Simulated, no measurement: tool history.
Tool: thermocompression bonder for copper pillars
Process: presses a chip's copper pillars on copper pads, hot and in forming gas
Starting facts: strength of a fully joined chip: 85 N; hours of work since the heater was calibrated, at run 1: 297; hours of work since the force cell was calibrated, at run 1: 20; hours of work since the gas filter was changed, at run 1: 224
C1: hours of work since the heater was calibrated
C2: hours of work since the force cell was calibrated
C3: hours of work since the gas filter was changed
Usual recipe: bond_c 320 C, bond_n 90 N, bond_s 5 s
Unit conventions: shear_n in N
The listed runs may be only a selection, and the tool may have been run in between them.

Run 1, hour 0: usual settings; C1 297; C2 20; C3 224. Result: shear_n 56.1 N.
Run 2, hour 14: usual settings; C1 307; C2 30; C3 234. Result: shear_n 56.6 N.
Run 3, hour 22.5: usual settings; C1 313; C2 36; C3 240. Result: shear_n 56.9 N.
Run 4, hour 32.8: usual settings; C1 320; C2 44; C3 247. Result: shear_n 56.2 N.
Run 5, hour 43.5: usual settings but bond_c 291 C; C1 328; C2 51; C3 255. Result: shear_n 46.6 N.
Run 6, hour 51.7: usual settings but bond_c 334 C; C1 334; C2 57; C3 261. Result: shear_n 59.7 N.
Run 7, hour 61.2: usual settings but bond_s 3 s; C1 340; C2 64; C3 268. Result: shear_n 49 N.
Run 8, hour 73.1: usual settings but bond_c 348 C, bond_n 61 N, bond_s 4 s; C1 349; C2 72; C3 276. Result: shear_n 48.3 N.
Run 9, hour 86.1: usual settings but bond_c 332 C, bond_n 129 N, bond_s 4 s; C1 358; C2 82; C3 286. Result: shear_n 66.1 N.
At hour 88.9: force cell calibrated.
Run 10, hour 97.4: usual settings but bond_c 332 C, bond_n 129 N, bond_s 4 s; C1 365; C2 6; C3 293. Result: shear_n 65.9 N.
Run 11, hour 106.2: usual settings but bond_c 332 C, bond_n 129 N, bond_s 4 s; C1 372; C2 12; C3 299. Result: shear_n 65.3 N.
Run 12, hour 112.8: usual settings but bond_c 295 C, bond_n 129 N; C1 376; C2 17; C3 304. Result: shear_n 58.2 N.
Run 13, hour 121.1: usual settings but bond_c 333 C; C1 382; C2 23; C3 310. Result: shear_n 58.9 N.
Run 14, hour 135.5: usual settings but bond_c 333 C; C1 393; C2 33; C3 320. Result: shear_n 59.3 N.

Consider 5 possible next runs. They are alternatives, not a sequence: every one starts from the tool as it was left by run 14. What does each give?
Run A, hour 149.8: usual settings but bond_c 322 C, bond_n 88 N, bond_s 3 s; C1 403; C2 44; C3 330. Result: shear_n ?.
Run B, hour 149.8: usual settings but bond_c 333 C, bond_n 97 N; C1 403; C2 44; C3 330. Result: shear_n ?.
Run C, hour 149.8: usual settings but bond_c 347 C, bond_n 93 N, bond_s 4 s; C1 403; C2 44; C3 330. Result: shear_n ?.
Run D, hour 149.8: usual settings but bond_c 307 C, bond_n 81 N, bond_s 4 s; C1 403; C2 44; C3 330. Result: shear_n ?.
Run E, hour 149.8: usual settings but bond_c 310 C, bond_s 14 s; C1 403; C2 44; C3 330. Result: shear_n ?.

run  shear_n
  A       48
  B       61
  C     60.8
  D     45.1
  E     65.8
Take away the tool's hidden state, keep each run's random variation, and the runs would have read:
run  shear_n
  A     51.3
  B     65.4
  C     65.1
  D     48.2
  E     70.6

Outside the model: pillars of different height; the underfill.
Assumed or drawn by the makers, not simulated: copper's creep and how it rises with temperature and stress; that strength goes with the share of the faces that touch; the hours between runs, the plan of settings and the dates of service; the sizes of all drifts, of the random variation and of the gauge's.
